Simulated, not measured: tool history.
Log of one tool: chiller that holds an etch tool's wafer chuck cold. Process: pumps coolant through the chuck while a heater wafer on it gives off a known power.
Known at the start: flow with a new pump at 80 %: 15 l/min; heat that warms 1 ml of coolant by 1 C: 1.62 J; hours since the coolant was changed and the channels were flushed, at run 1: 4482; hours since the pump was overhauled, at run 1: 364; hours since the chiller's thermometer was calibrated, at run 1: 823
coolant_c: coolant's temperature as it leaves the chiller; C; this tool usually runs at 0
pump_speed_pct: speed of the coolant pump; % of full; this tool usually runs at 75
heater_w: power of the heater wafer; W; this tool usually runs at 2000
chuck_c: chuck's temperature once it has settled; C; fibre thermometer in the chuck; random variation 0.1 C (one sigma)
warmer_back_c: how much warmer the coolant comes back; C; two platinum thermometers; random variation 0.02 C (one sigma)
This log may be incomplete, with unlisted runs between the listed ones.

run	hour	coolant_c	pump_speed_pct	heater_w	hours since the coolant was changed and the channels were flushed	hours since the pump was overhauled	hours since the chiller's thermometer was calibrated	chuck_c	warmer_back_c
1	0.0	0	75	2000	4482	364	823	14.8	5.30
2	20.9	-2	75	2000	4503	385	844	12.9	5.30
3	39.0	-2	90	2000	4521	403	862	10.8	4.42
4	55.9	-2	90	2000	4538	420	879	10.7	4.40
5	86.5	-2	90	2000	4568	450	910	10.9	4.41
6	125.6	-2	90	2000	4607	490	949	10.8	4.39
7	145.0	-2	90	2000	4627	509	968	10.9	4.40
8	186.3	-2	90	2000	4668	550	1010	10.9	4.42
9	216.8	-2	90	1322	4699	581	1040	6.5	2.93
10	254.8	-2	90	1322	4737	619	1078	6.3	2.94
11	285.7	-2	90	1322	4767	650	1109	6.4	2.95
12	319.3	-2	90	1322	4801	683	1143	6.4	2.92
13	348.6	-2	90	1322	4830	712	1172	6.5	2.90
14	366.5	-2	90	1322	4848	730	1190	6.4	2.90
15	402.4	9	84	1941	4884	766	1226	22.3	4.61
16	440.1	9	84	1941	4922	804	1264	22.2	4.61
17	465.7	9	84	1941	4947	830	1289	22.2	4.64
18	483.1	-6	75	2022	4965	847	1306	9.0	5.36
19	514.6	-6	75	1036	4996	878	1338	1.6	2.72
20	537.8	1	75	1057	5020	902	1361	8.7	2.80
21	571.6	1	75	1057	5053	936	1395	8.7	2.81
22	612.9	-7	61	1806	5095	977	1436	9.1	5.86
23	631.7	5	91	1806	5114	996	1455	16.5	3.98
24	668.6	-6	68	1620	5150	1032	1492	7.3	4.74
25	699.7	-3	70	2315	5182	1064	1523	15.3	6.62
26	731.1	-3	70	2315	5213	1095	1554	15.5	6.59
27	756.1	-3	70	2315	5238	1120	1580	15.4	6.59
28	791.2	-9	70	1599	5273	1155	1615	3.9	4.55

Subtracting, for every run, the result it would have given without the tool's unlogged condition from the measured result gives the following. The same run-to-run variation enters both numbers; the gauge's scatter may not:
Unlogged tool condition in this case: heat passed by the chuck's channels, % of clean ones'; flow at a given pump speed, % of a new pump's; coolant's true temperature over the reading, C; drift of the gauge itself on chuck_c, C; drift of the gauge itself on warmer_back_c, C.
run	chuck_c	warmer_back_c
1	+1.1	+0.04
2	+1.1	+0.04
3	+0.9	+0.03
4	+0.9	+0.03
5	+1.0	+0.03
6	+1.0	+0.04
7	+0.9	+0.04
8	+1.0	+0.03
9	+0.6	+0.02
10	+0.6	+0.02
11	+0.6	+0.03
12	+0.6	+0.03
13	+0.6	+0.02
14	+0.7	+0.03
15	+1.1	+0.05
16	+1.1	+0.05
17	+1.1	+0.05
18	+1.2	+0.05
19	+0.6	+0.03
20	+0.5	+0.03
21	+0.6	+0.03
22	+1.4	+0.06
23	+0.9	+0.05
24	+1.1	+0.06
25	+1.6	+0.08
26	+1.7	+0.08
27	+1.6	+0.08
28	+1.1	+0.06
